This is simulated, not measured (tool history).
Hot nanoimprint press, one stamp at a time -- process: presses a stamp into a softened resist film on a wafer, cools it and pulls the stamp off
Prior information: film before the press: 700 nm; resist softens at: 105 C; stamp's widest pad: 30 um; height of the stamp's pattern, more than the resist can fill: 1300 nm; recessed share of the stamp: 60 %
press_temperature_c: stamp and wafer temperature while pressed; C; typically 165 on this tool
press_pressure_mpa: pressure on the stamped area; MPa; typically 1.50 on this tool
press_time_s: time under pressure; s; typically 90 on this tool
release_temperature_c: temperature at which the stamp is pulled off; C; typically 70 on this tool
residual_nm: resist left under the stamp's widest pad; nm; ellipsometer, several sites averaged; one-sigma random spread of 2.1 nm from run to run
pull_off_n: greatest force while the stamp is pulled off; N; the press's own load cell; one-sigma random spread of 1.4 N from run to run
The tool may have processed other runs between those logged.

run	day	press_temperature_c	press_pressure_mpa	press_time_s	release_temperature_c	residual_nm	pull_off_n
1	0.000	165	1.50	90	70	419.2	157
2	2.321	165	1.50	90	62	417.4	169
3	3.917	165	1.50	90	70	419.7	155
4	6.242	165	1.50	90	67	419.2	159
# day 7.696: stamp cleaned and given a new release coat
# day 8.567: press's hydraulic seals changed and the load cell set to zero
5	8.729	165	1.50	90	67	419.7	158
6	11.150	154	1.50	90	67	556.1	158
7	13.229	154	1.50	90	67	557.2	157
8	14.846	171	1.50	90	70	348.7	155
9	16.867	171	1.50	90	70	346.1	158
10	18.175	171	1.08	90	70	395.8	156
11	19.908	171	1.08	90	70	394.0	157
12	22.221	171	1.08	90	70	395.8	157
# day 23.154: plate thermocouple calibrated
13	24.558	165	1.50	90	61	422.0	167
14	26.096	165	1.50	90	61	419.0	166
15	27.479	165	1.50	72	61	450.4	163
16	29.529	165	1.50	72	61	457.6	164
# day 30.071: stamp cleaned and given a new release coat
17	32.012	165	1.50	72	61	446.5	169
18	34.150	165	1.62	80	61	424.9	164
19	36.729	165	1.62	80	61	430.4	165
20	38.104	165	1.62	80	61	427.2	165
21	40.146	165	1.62	80	61	429.5	168
22	41.250	165	1.81	83	56	406.7	171
23	42.433	156	2.27	83	62	498.1	164
24	44.983	154	2.27	87	62	516.6	165
25	46.600	154	2.27	87	62	519.9	165
26	48.983	162	2.16	70	62	446.6	164
27	51.258	154	1.50	55	56	608.8	168
# day 51.917: stamp cleaned and given a new release coat
28	53.108	162	1.22	90	56	495.0	169
29	55.021	162	1.22	90	56	490.5	171

Alternative continuations, all from the tool just after run 29; predict every row:
A	57.050	173	1.96	120	70	?	?
B	57.050	161	1.22	85	56	?	?
C	57.050	154	2.34	147	70	?	?
D	57.050	165	1.40	90	70	?	?
E	57.050	156	1.76	64	56	?	?

run	residual_nm	pull_off_n
A	263.1	158
B	515.7	172
C	446.8	154
D	432.8	156
E	560.6	171
Without the tool's hidden state the same runs would have given:
run	residual_nm	pull_off_n
A	257.3	158
B	504.9	172
C	437.1	154
D	423.6	156
E	549.0	170

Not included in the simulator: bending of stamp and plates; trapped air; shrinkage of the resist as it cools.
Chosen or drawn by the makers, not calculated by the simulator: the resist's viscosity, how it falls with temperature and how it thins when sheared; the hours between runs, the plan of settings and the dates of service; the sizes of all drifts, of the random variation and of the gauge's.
